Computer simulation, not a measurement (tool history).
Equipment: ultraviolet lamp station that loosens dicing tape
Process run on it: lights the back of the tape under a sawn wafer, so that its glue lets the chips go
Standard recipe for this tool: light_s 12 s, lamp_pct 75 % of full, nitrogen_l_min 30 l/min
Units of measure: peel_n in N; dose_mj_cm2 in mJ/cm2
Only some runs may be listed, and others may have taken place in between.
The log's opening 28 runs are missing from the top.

Run 29, hour 405.6: usual settings but light_s 7 s, nitrogen_l_min 19 l/min. Result: peel_n 3.146 N, dose_mj_cm2 220 mJ/cm2.
Run 30, hour 421.3: usual settings but light_s 22 s, nitrogen_l_min 13 l/min. Result: peel_n 0.799 N, dose_mj_cm2 686 mJ/cm2.
Run 31, hour 438.1: usual settings but light_s 16 s, lamp_pct 93 % of full, nitrogen_l_min 17 l/min. Result: peel_n 0.812 N, dose_mj_cm2 605 mJ/cm2.
Run 32, hour 458.5: usual settings but light_s 14 s, lamp_pct 69 % of full, nitrogen_l_min 28 l/min. Result: peel_n 1.286 N, dose_mj_cm2 388 mJ/cm2.
Run 33, hour 471.6: usual settings but light_s 14 s, lamp_pct 69 % of full, nitrogen_l_min 28 l/min. Result: peel_n 1.304 N, dose_mj_cm2 384 mJ/cm2.
Run 34, hour 491.6: usual settings but light_s 15 s, nitrogen_l_min 21 l/min. Result: peel_n 1.270 N, dose_mj_cm2 445 mJ/cm2.
Run 35, hour 509.6: usual settings but light_s 6 s, lamp_pct 88 % of full, nitrogen_l_min 24 l/min. Result: peel_n 3.131 N, dose_mj_cm2 207 mJ/cm2.
Run 36, hour 529.1: usual settings but light_s 6 s, lamp_pct 88 % of full, nitrogen_l_min 24 l/min. Result: peel_n 3.085 N, dose_mj_cm2 207 mJ/cm2.
Run 37, hour 541.7: usual settings but light_s 6 s, lamp_pct 88 % of full, nitrogen_l_min 24 l/min. Result: peel_n 3.184 N, dose_mj_cm2 205 mJ/cm2.
Run 38, hour 561.7: usual settings but light_s 6 s, lamp_pct 88 % of full, nitrogen_l_min 24 l/min. Result: peel_n 3.103 N, dose_mj_cm2 199 mJ/cm2.
Run 39, hour 583.0: usual settings but light_s 6 s, lamp_pct 88 % of full, nitrogen_l_min 24 l/min. Result: peel_n 3.137 N, dose_mj_cm2 201 mJ/cm2.
Run 40, hour 593.4: usual settings but light_s 6 s, lamp_pct 88 % of full, nitrogen_l_min 24 l/min. Result: peel_n 3.102 N, dose_mj_cm2 199 mJ/cm2.
Run 41, hour 606.0: usual settings but light_s 6 s, lamp_pct 88 % of full, nitrogen_l_min 24 l/min. Result: peel_n 3.244 N, dose_mj_cm2 198 mJ/cm2.
Run 42, hour 620.3: usual settings but light_s 11 s, lamp_pct 83 % of full, nitrogen_l_min 11 l/min. Result: peel_n 2.664 N, dose_mj_cm2 341 mJ/cm2.
Run 43, hour 640.1: usual settings but light_s 20 s, lamp_pct 71 % of full, nitrogen_l_min 24 l/min. Result: peel_n 0.854 N, dose_mj_cm2 520 mJ/cm2.

Alternative continuations, all from the tool just after run 43; predict every row:
Run A, hour 652.6: usual settings but nitrogen_l_min 13 l/min. Result: peel_n ?, dose_mj_cm2 ?.
Run B, hour 652.6: usual settings but light_s 15 s, lamp_pct 85 % of full, nitrogen_l_min 38 l/min. Result: peel_n ?, dose_mj_cm2 ?.
Run C, hour 652.6: usual settings but light_s 10 s, lamp_pct 90 % of full, nitrogen_l_min 24 l/min. Result: peel_n ?, dose_mj_cm2 ?.
Run D, hour 652.6: usual settings but light_s 7 s, lamp_pct 74 % of full, nitrogen_l_min 16 l/min. Result: peel_n ?, dose_mj_cm2 ?.

run  peel_n  dose_mj_cm2
  A   2.428          327
  B   0.757          464
  C   1.915          324
  D   3.791          187
With the hidden condition removed and each run's random variation left untouched, the same runs would have given:
run  peel_n  dose_mj_cm2
  A   1.290          517
  B   0.260          733
  C   0.880          514
  D   2.523          296
